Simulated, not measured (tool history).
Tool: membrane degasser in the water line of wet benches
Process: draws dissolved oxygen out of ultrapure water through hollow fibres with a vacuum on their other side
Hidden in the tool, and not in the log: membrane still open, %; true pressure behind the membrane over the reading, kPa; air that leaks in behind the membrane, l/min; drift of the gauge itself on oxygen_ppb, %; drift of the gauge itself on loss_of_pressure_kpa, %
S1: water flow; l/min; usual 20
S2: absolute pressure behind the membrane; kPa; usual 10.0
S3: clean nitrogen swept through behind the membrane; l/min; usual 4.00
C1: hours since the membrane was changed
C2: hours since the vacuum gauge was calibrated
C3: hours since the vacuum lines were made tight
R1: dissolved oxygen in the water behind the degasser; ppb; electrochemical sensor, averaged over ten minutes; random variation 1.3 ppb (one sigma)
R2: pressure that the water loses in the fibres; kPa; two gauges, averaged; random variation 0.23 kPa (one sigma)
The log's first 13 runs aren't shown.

Run 14, hour 1699.9: usual settings; C1 6305; C2 3867; C3 1700. Result: R1 123.1 ppb, R2 59.09 kPa.
Run 15, hour 1799.6: usual settings; C1 6405; C2 3966; C3 1800. Result: R1 123.9 ppb, R2 59.53 kPa.
Run 16, hour 1943.2: usual settings; C1 6549; C2 4110; C3 1943. Result: R1 127.3 ppb, R2 59.25 kPa.
Run 17, hour 2039.0: usual settings; C1 6645; C2 4206; C3 2039. Result: R1 125.2 ppb, R2 58.99 kPa.
Run 18, hour 2151.9: usual settings; C1 6757; C2 4318; C3 2152. Result: R1 125.0 ppb, R2 59.15 kPa.
Run 19, hour 2240.0: usual settings but S2 19.5 kPa, S3 2.56 l/min; C1 6846; C2 4407; C3 2240. Result: R1 337.8 ppb, R2 59.06 kPa.
Run 20, hour 2390.0: usual settings but S2 19.5 kPa, S3 2.56 l/min; C1 6996; C2 4557; C3 2390. Result: R1 331.0 ppb, R2 59.08 kPa.
Run 21, hour 2552.6: usual settings but S2 19.5 kPa, S3 2.56 l/min; C1 7158; C2 4719; C3 2553. Result: R1 337.6 ppb, R2 59.17 kPa.
Run 22, hour 2632.8: usual settings but S2 19.5 kPa, S3 2.56 l/min; C1 7238; C2 4799; C3 2633. Result: R1 338.4 ppb, R2 58.84 kPa.
Run 23, hour 2769.3: usual settings but S2 19.5 kPa, S3 2.56 l/min; C1 7375; C2 4936; C3 2769. Result: R1 334.0 ppb, R2 58.30 kPa.
Run 24, hour 2918.3: usual settings but S1 21 l/min, S2 19.5 kPa, S3 5.47 l/min; C1 7524; C2 5085; C3 2918. Result: R1 202.8 ppb, R2 61.89 kPa.
Run 25, hour 3083.9: usual settings but S1 21 l/min, S2 12.1 kPa, S3 5.47 l/min; C1 7689; C2 5251; C3 3084. Result: R1 136.7 ppb, R2 61.53 kPa.
Run 26, hour 3231.7: usual settings but S1 21 l/min, S2 12.1 kPa, S3 9.89 l/min; C1 7837; C2 5398; C3 3232. Result: R1 99.0 ppb, R2 61.23 kPa.
Run 27, hour 3323.3: usual settings but S1 19 l/min, S2 12.1 kPa, S3 2.95 l/min; C1 7929; C2 5490; C3 3323. Result: R1 165.8 ppb, R2 55.43 kPa.
Run 28, hour 3422.2: usual settings but S1 16 l/min, S2 6.2 kPa, S3 5.75 l/min; C1 8028; C2 5589; C3 3422. Result: R1 33.5 ppb, R2 46.90 kPa.
Run 29, hour 3544.4: usual settings but S1 16 l/min, S2 6.2 kPa, S3 5.75 l/min; C1 8150; C2 5711; C3 3544. Result: R1 33.9 ppb, R2 46.90 kPa.
Run 30, hour 3684.3: usual settings but S1 18 l/min, S2 13.2 kPa, S3 11.52 l/min; C1 8290; C2 5851; C3 3684. Result: R1 63.5 ppb, R2 52.75 kPa.
Run 31, hour 3846.7: usual settings but S1 22 l/min, S2 17.7 kPa, S3 7.16 l/min; C1 8452; C2 6013; C3 3847. Result: R1 175.7 ppb, R2 64.37 kPa.

3 ways to go on from here, each from the tool as it stands after run 31. What would each give?
Run A, hour 3993.7: usual settings but S3 6.87 l/min; C1 8599; C2 6160; C3 3994. Result: R1 ?, R2 ?.
Run B, hour 3993.7: usual settings but S1 28 l/min, S2 12.8 kPa, S3 2.67 l/min; C1 8599; C2 6160; C3 3994. Result: R1 ?, R2 ?.
Run C, hour 3993.7: usual settings but S1 26 l/min; C1 8599; C2 6160; C3 3994. Result: R1 ?, R2 ?.

run     R1     R2
  A   91.0  58.63
  B  394.0  82.28
  C  228.0  76.03
Without the tool's hidden state the same runs would have given:
run     R1     R2
  A   90.8  59.96
  B  393.3  84.13
  C  227.5  77.75

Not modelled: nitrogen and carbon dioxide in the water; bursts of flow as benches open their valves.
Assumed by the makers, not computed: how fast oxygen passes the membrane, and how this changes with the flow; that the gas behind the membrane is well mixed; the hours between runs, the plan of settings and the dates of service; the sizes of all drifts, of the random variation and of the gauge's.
